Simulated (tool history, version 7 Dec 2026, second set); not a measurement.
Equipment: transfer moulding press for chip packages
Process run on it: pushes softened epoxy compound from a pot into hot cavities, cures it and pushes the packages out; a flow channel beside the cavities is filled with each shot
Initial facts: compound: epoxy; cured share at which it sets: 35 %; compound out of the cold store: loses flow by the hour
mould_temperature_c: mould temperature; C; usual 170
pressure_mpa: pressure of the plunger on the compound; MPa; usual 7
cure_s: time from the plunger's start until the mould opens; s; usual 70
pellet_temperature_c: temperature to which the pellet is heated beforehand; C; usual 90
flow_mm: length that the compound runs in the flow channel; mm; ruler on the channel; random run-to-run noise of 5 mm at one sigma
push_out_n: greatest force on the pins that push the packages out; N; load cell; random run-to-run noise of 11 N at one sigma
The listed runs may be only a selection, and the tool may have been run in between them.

run,hour,mould_temperature_c,pressure_mpa,cure_s,pellet_temperature_c,incoming compound's hours out of the cold store,flow_mm,push_out_n
1,0.0,170,7,70,90,20.3,939,879
2,14.7,170,7,70,90,16.3,955,932
# hour 36.5: cavities cleaned with cleaning compound and waxed
3,37.2,170,7,70,90,45.7,860,498
4,50.3,170,7,70,86,27.9,912,620
5,62.7,170,7,70,86,46.7,852,728
6,76.2,170,7,70,86,19.4,942,864
7,98.0,170,7,70,86,21.8,931,957
# hour 114.2: cavities cleaned with cleaning compound and waxed
8,122.3,170,7,70,90,36.2,889,594
9,144.9,170,7,70,95,26.0,905,802
# hour 157.3: plunger's sealing rings changed
10,165.0,170,7,70,95,30.3,928,880
11,175.4,170,7,70,90,34.4,910,895
# hour 195.1: cavities cleaned with cleaning compound and waxed
12,195.3,170,7,70,90,27.1,931,508
13,213.1,170,7,70,90,19.0,955,690
14,229.8,170,7,70,90,11.7,978,786

Estimate the outcome of run 15 from the log above:
15,253.1,170,7,70,90,42.1,?,?

{"run 15": {"flow_mm": 876, "push_out_n": 866}}
Take away the tool's hidden state, keep the run-to-run variation as it was, and the same run would have given flow_mm 887 mm, push_out_n 479 N.

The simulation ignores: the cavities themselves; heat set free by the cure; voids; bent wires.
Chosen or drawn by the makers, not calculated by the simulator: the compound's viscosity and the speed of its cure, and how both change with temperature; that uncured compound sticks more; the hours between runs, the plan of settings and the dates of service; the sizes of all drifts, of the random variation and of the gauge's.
